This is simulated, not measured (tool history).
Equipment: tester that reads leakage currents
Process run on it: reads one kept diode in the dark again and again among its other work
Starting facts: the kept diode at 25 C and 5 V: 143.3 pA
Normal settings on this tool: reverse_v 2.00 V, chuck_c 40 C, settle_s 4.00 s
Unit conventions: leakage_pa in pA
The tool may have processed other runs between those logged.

run    hour  reverse_v  chuck_c  settle_s  leakage_pa
  1     0.0       2.00       40      4.00      335.59
  2    21.5       2.00       40      4.00      335.35
  3    45.2       2.00       40      4.00      337.41
  4    63.4       2.00       40      4.00      338.86
  5    82.1       2.00       40      4.00      339.88
  6   120.3       2.00       40      4.00      343.56
  7   139.4       2.00       40      4.00      343.04
  8   170.8       2.00       40      5.53      347.80
  9   204.9       2.00       40      5.53      346.46
 10   228.0       2.00       40      5.53      348.11
 11   256.6       2.00       40      4.00      351.19
 12   275.4       2.00       40      4.00      350.88
 13   312.2       1.35       40      4.00      294.04
 14   333.9       8.27       40      4.00      698.52
      350.4  -- chuck's temperature calibrated
 15   369.6       2.00       40      4.00      293.39
 16   412.0       2.00       40      4.00      296.65
 17   452.0       2.53       40      4.00      337.03
 18   472.7       2.53       40      4.00      335.20
 19   498.5       2.53       40      4.00      338.13
 20   522.2       2.00       40      1.73      303.15
 21   563.4       2.00       40      4.00      306.16
      569.9  -- probe card cleaned and baked
 22   609.8       8.56       24      0.38      190.59
 23   628.8       8.56       24      0.38      190.85
 24   672.0       8.56       50      0.79     1257.62
      700.7  -- probe card cleaned and baked, once more
 25   707.0      13.41       27      8.43      286.28
 26   729.4       4.41       27      0.31      172.89
 27   769.4       9.16       22      2.96      162.92
 28   799.4       2.60       21      0.62       83.78
 29   828.3       1.20       40      4.59      248.43
 30   846.9       2.00       36      4.00      239.12
 31   873.4       2.00       36      0.78      239.37
 32   900.6       2.00       43      0.52      400.65
 33   922.7       5.30       43      1.00      636.16
 34   947.8       1.32       43      1.09      331.07
 35   976.3       1.56       43      1.97      358.92
 36  1001.4       2.00       23      4.00       89.83
 37  1030.3       1.04       40      8.98      241.60
 38  1072.6      10.98       44      3.28      992.55
 39  1109.3      19.44       24      1.56      300.09
 40  1129.7      19.44       24      1.56      300.47
 41  1156.0      19.44       24      1.56      299.75

3 ways to go on from here, each from the tool as it stands after run 41. What would each give?
  A  1196.0       7.03       40      2.85           ?
  B  1196.0       4.69       51      2.39           ?
  C  1196.0      14.26       56      8.58           ?

run  leakage_pa
  A      620.34
  B     1096.48
  C     2579.37
Without the tool's unlogged condition, the same runs would have read:
run  leakage_pa
  A      534.77
  B      956.19
  C     2257.21
